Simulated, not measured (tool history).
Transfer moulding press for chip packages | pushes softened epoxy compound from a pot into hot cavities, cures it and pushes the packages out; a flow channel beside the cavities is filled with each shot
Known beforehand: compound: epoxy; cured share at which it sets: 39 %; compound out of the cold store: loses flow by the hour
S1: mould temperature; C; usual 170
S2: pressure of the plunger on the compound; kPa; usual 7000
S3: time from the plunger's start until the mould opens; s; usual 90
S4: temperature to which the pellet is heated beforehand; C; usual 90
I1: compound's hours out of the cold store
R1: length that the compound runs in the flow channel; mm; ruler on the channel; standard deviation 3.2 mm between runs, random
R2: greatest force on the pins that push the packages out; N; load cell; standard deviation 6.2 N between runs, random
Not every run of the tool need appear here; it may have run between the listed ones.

| run | hour | S1 | S2 | S3 | S4 | I1 | R1 | R2 |
|---|---|---|---|---|---|---|---|---|
| 1 | 0 | 170 | 7000 | 90 | 90 | 30.5 | 528 | 235 |
| 2 | 31 | 170 | 7000 | 90 | 90 | 14.3 | 571 | 433 |
| 3 | 53.1 | 170 | 7000 | 90 | 90 | 19.4 | 563 | 489 |
|  | 69.3 | cavities cleaned with cleaning compound and waxed |
| 4 | 88.2 | 170 | 7000 | 90 | 90 | 33.3 | 511 | 600 |
| 5 | 114.6 | 170 | 7000 | 90 | 90 | 32.8 | 513 | 547 |
|  | 138.2 | cavities cleaned with cleaning compound and waxed |
| 6 | 158.2 | 170 | 7000 | 90 | 90 | 15.1 | 563 | 374 |
| 7 | 179.1 | 170 | 7000 | 90 | 90 | 14.3 | 566 | 450 |
|  | 199.6 | cavities cleaned with cleaning compound and waxed, once more |
|  | 208 | plunger's sealing rings changed |
| 8 | 216.5 | 170 | 7000 | 109 | 90 | 42 | 517 | 280 |
| 9 | 242.6 | 170 | 7260 | 109 | 90 | 32.5 | 557 | 367 |
| 10 | 263.1 | 170 | 7260 | 109 | 87 | 45.1 | 516 | 399 |
|  | 272.4 | cavities cleaned with cleaning compound and waxed |
| 11 | 293.1 | 170 | 7260 | 109 | 87 | 17.2 | 593 | 303 |
| 12 | 335.1 | 168 | 7000 | 90 | 90 | 20.8 | 577 | 560 |
|  | 340.8 | cavities cleaned with cleaning compound and waxed |
| 13 | 376.9 | 168 | 7000 | 90 | 90 | 43.1 | 508 | 454 |
| 14 | 406.6 | 168 | 7000 | 90 | 90 | 43.2 | 504 | 496 |
|  | 410.4 | cavities cleaned with cleaning compound and waxed |
| 15 | 454.1 | 166 | 6970 | 90 | 90 | 25 | 561 | 583 |
|  | 478.6 | cavities cleaned with cleaning compound and waxed |
| 16 | 490 | 167 | 7000 | 86 | 90 | 22.8 | 562 | 441 |
| 17 | 537.6 | 167 | 7000 | 86 | 96 | 44.5 | 496 | 578 |
|  | 550.1 | cavities cleaned with cleaning compound and waxed |
| 18 | 581 | 175 | 5540 | 105 | 80 | 47.6 | 418 | 343 |

Run 19 comes next. What will it give?
|  | 622.1 | cavities cleaned with cleaning compound and waxed |
| 19 | 629.4 | 175 | 5540 | 105 | 80 | 9.5 | ? | ? |

For run 19 the tool returned R1 511 mm, R2 231 N.
Were there no unlogged condition in the tool, this run, its random variation unchanged, would have produced R1 539 mm, R2 183 N.

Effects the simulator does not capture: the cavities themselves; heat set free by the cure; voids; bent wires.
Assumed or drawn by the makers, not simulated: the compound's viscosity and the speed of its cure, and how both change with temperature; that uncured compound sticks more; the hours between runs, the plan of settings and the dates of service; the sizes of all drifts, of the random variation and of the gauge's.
